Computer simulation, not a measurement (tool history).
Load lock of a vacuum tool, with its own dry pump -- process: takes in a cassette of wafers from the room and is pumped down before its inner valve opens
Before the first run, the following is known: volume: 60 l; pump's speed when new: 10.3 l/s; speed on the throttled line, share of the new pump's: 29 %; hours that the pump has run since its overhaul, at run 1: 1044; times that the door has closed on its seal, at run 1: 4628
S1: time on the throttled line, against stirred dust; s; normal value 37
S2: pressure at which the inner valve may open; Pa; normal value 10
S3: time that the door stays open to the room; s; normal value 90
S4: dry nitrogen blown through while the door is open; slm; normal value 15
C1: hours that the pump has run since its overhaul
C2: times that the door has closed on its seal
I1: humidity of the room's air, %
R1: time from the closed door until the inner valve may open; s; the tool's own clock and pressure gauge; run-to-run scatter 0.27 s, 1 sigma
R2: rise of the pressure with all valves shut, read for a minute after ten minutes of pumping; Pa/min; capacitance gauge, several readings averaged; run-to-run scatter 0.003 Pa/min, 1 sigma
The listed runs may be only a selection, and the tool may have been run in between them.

Run 1, hour 0: usual settings; C1 1044; C2 4628; I1 44.4. Result: R1 79.8 s, R2 0.062 Pa/min.
Run 2, hour 286.7: usual settings; C1 1331; C2 5899; I1 45.3. Result: R1 80.9 s, R2 0.067 Pa/min.
Run 3, hour 568.1: usual settings; C1 1612; C2 7146; I1 44.9. Result: R1 80 s, R2 0.078 Pa/min.
Run 4, hour 868.2: usual settings; C1 1912; C2 8476; I1 45.7. Result: R1 80.3 s, R2 0.095 Pa/min.
Run 5, hour 1207.9: usual settings but S4 4 slm; C1 2252; C2 9982; I1 44.8. Result: R1 80.3 s, R2 0.118 Pa/min.
Run 6, hour 1369: usual settings; C1 2413; C2 10696; I1 43.6. Result: R1 80.6 s, R2 0.116 Pa/min.
Run 7, hour 1615.3: usual settings but S4 18 slm; C1 2659; C2 11788; I1 43.4. Result: R1 81 s, R2 0.128 Pa/min.
Run 8, hour 1774.6: usual settings; C1 2819; C2 12494; I1 43. Result: R1 80.4 s, R2 0.134 Pa/min.
Run 9, hour 2057.3: usual settings but S1 55 s; C1 3101; C2 13747; I1 42.5. Result: R1 93.4 s, R2 0.147 Pa/min.
Run 10, hour 2305.1: usual settings but S1 55 s; C1 3349; C2 14845; I1 45. Result: R1 93.9 s, R2 0.163 Pa/min.
Run 11, hour 2523.1: usual settings but S1 42 s; C1 3567; C2 15811; I1 42.8. Result: R1 84.3 s, R2 0.166 Pa/min.
Run 12, hour 2745.3: usual settings but S1 42 s; C1 3789; C2 16796; I1 42.9. Result: R1 84.4 s, R2 0.19 Pa/min.
Run 13, hour 3069.6: usual settings but S3 68 s, S4 8 slm; C1 4114; C2 18234; I1 47.5. Result: R1 81 s, R2 0.217 Pa/min.
Run 14, hour 3424: usual settings but S1 62 s; C1 4468; C2 19805; I1 44.3. Result: R1 98.7 s, R2 0.229 Pa/min.
Run 15, hour 3727.8: usual settings but S1 62 s; C1 4772; C2 21151; I1 44. Result: R1 99.2 s, R2 0.247 Pa/min.
Run 16, hour 4084.8: usual settings but S1 38 s, S2 7 Pa, S3 66 s, S4 11 slm; C1 5129; C2 22734; I1 43.4. Result: R1 83.9 s, R2 0.284 Pa/min.
Run 17, hour 4403: usual settings but S1 38 s, S2 7 Pa, S3 66 s, S4 11 slm; C1 5447; C2 24144; I1 45.8. Result: R1 83.6 s, R2 0.305 Pa/min.
Run 18, hour 4565.9: usual settings but S1 38 s, S2 7 Pa, S3 66 s, S4 11 slm; C1 5610; C2 24866; I1 43.2. Result: R1 84.2 s, R2 0.322 Pa/min.
Run 19, hour 4783.5: usual settings but S1 38 s, S2 7 Pa, S3 66 s, S4 34 slm; C1 5828; C2 25830; I1 42.4. Result: R1 84.4 s, R2 0.336 Pa/min.
Run 20, hour 5115.3: usual settings but S1 38 s, S2 7 Pa, S3 66 s, S4 34 slm; C1 6159; C2 27301; I1 43.1. Result: R1 84.8 s, R2 0.355 Pa/min.
Run 21, hour 5419.6: usual settings but S1 38 s, S2 7 Pa, S3 66 s, S4 34 slm; C1 6464; C2 28650; I1 46. Result: R1 84.3 s, R2 0.373 Pa/min.
Run 22, hour 5712.5: usual settings but S1 19 s; C1 6757; C2 29948; I1 46.3. Result: R1 68.7 s, R2 0.414 Pa/min.
Run 23, hour 5994.6: usual settings but S1 19 s, S2 16 Pa, S3 160 s; C1 7039; C2 31199; I1 45. Result: R1 66.1 s, R2 0.451 Pa/min.
Run 24, hour 6351.7: usual settings but S1 24 s, S2 16 Pa, S3 32 s, S4 39 slm; C1 7396; C2 32782; I1 46.3. Result: R1 69.7 s, R2 0.46 Pa/min.

Below are 3 alternative next runs, each starting from the tool's condition after run 24. Predict each:
Run A, hour 6712.2: usual settings but S1 20 s; C1 7756; C2 34380; I1 44. Result: R1 ?, R2 ?.
Run B, hour 6712.2: usual settings but S1 24 s, S2 16 Pa, S3 32 s, S4 5 slm; C1 7756; C2 34380; I1 44.6. Result: R1 ?, R2 ?.
Run C, hour 6712.2: usual settings but S1 24 s, S2 8 Pa, S3 32 s, S4 39 slm; C1 7756; C2 34380; I1 45.6. Result: R1 ?, R2 ?.

run    R1     R2
  A  70.3  0.514
  B  69.4  0.509
  C    74  0.504
Without the tool's hidden state the same runs would have given:
run    R1     R2
  A  68.8  0.025
  B  68.1   0.02
  C  72.6  0.012
